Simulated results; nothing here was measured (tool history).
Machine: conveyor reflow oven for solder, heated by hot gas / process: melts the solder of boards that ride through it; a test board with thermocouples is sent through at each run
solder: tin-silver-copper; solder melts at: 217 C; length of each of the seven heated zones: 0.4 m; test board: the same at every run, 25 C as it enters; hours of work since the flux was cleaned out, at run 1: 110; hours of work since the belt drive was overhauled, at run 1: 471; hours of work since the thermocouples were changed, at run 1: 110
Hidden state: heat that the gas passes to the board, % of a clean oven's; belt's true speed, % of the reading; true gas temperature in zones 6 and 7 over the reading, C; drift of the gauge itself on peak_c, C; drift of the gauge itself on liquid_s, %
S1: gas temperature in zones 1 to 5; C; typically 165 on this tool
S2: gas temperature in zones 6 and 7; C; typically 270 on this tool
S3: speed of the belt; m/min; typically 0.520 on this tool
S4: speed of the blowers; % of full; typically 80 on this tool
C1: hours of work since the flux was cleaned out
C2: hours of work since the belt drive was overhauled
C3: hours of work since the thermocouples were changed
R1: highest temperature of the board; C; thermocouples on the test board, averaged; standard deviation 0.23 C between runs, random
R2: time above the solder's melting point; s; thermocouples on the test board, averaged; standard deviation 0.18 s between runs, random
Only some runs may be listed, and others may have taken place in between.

Run 1, hour 0.0: usual settings; C1 110; C2 471; C3 110. Result: R1 258.5 C, R2 71.8 s.
Run 2, hour 56.7: usual settings; C1 145; C2 506; C3 145. Result: R1 257.7 C, R2 71.4 s.
Run 3, hour 87.4: usual settings; C1 164; C2 525; C3 164. Result: R1 257.9 C, R2 71.6 s.
At hour 101.0: flux residue cleaned out of gas plates and filters.
Run 4, hour 131.5: usual settings but S1 177 C; C1 19; C2 549; C3 188. Result: R1 259.8 C, R2 78.0 s.
Run 5, hour 171.7: usual settings but S2 267 C; C1 44; C2 574; C3 213. Result: R1 255.6 C, R2 70.6 s.
Run 6, hour 220.6: usual settings but S2 267 C; C1 74; C2 604; C3 243. Result: R1 255.4 C, R2 70.3 s.
Run 7, hour 278.6: usual settings but S2 267 C; C1 110; C2 640; C3 279. Result: R1 254.6 C, R2 70.1 s.
Run 8, hour 316.5: usual settings but S2 267 C; C1 133; C2 664; C3 302. Result: R1 254.3 C, R2 69.7 s.
At hour 324.3: belt drive overhauled, speed set with a stopwatch.
Run 9, hour 364.1: usual settings; C1 160; C2 25; C3 329. Result: R1 257.1 C, R2 71.7 s.
At hour 380.7: flux residue cleaned out of gas plates and filters.
Run 10, hour 417.8: usual settings; C1 23; C2 55; C3 359. Result: R1 258.1 C, R2 72.4 s.
Run 11, hour 472.2: usual settings; C1 56; C2 88; C3 393. Result: R1 257.8 C, R2 72.1 s.
At hour 501.6: belt drive overhauled, speed set with a stopwatch, once more.
Run 12, hour 502.7: usual settings; C1 73; C2 1; C3 409. Result: R1 257.5 C, R2 71.3 s.
Run 13, hour 533.8: usual settings but S1 164 C, S4 55 % of full; C1 92; C2 20; C3 428. Result: R1 253.3 C, R2 66.4 s.
Run 14, hour 570.3: usual settings but S1 166 C, S2 271 C, S4 65 % of full; C1 115; C2 42; C3 451. Result: R1 256.3 C, R2 69.9 s.
Run 15, hour 599.9: usual settings but S1 166 C, S2 271 C, S4 65 % of full; C1 133; C2 61; C3 469. Result: R1 256.2 C, R2 69.9 s.
Run 16, hour 633.3: usual settings but S1 166 C, S2 271 C, S3 0.529 m/min, S4 65 % of full; C1 153; C2 81; C3 490. Result: R1 255.1 C, R2 67.9 s.
At hour 661.4: flux residue cleaned out of gas plates and filters.
Run 17, hour 665.0: usual settings but S1 175 C, S2 262 C, S3 0.529 m/min, S4 65 % of full; C1 2; C2 98; C3 506. Result: R1 249.2 C, R2 67.1 s.
Run 18, hour 705.0: usual settings but S1 176 C, S3 0.457 m/min; C1 27; C2 122; C3 531. Result: R1 261.7 C, R2 90.6 s.
Run 19, hour 735.2: usual settings but S1 166 C, S2 259 C, S3 0.436 m/min, S4 53 % of full; C1 46; C2 141; C3 549. Result: R1 248.3 C, R2 77.5 s.
Run 20, hour 792.2: usual settings but S1 156 C, S2 265 C, S4 58 % of full; C1 81; C2 176; C3 585. Result: R1 247.8 C, R2 59.1 s.
Run 21, hour 820.6: usual settings but S1 179 C, S2 263 C, S4 51 % of full; C1 98; C2 194; C3 602. Result: R1 248.1 C, R2 68.5 s.
Run 22, hour 867.2: usual settings but S1 150 C, S2 271 C; C1 127; C2 223; C3 631. Result: R1 256.0 C, R2 65.3 s.
Run 23, hour 891.8: usual settings but S1 150 C, S2 271 C; C1 142; C2 238; C3 646. Result: R1 255.6 C, R2 65.6 s.

3 ways to go on from here, each from the tool as it stands after run 23. What would each give?
At hour 939.2: flux residue cleaned out of gas plates and filters.
Run A, hour 939.4: usual settings but S1 150 C, S2 277 C; C1 0; C2 264; C3 672. Result: R1 ?, R2 ?.
At hour 939.2: flux residue cleaned out of gas plates and filters.
Run B, hour 939.4: usual settings but S3 0.421 m/min; C1 0; C2 264; C3 672. Result: R1 ?, R2 ?.
At hour 939.2: flux residue cleaned out of gas plates and filters.
Run C, hour 939.4: usual settings but S1 172 C, S2 278 C, S4 79 % of full; C1 0; C2 264; C3 672. Result: R1 ?, R2 ?.

run     R1    R2
  A  261.9  70.0
  B  261.8  94.9
  C  265.3  79.3
With no hidden state in the tool, these same runs would have given:
run     R1    R2
  A  263.5  70.7
  B  263.3  95.6
  C  266.8  79.9
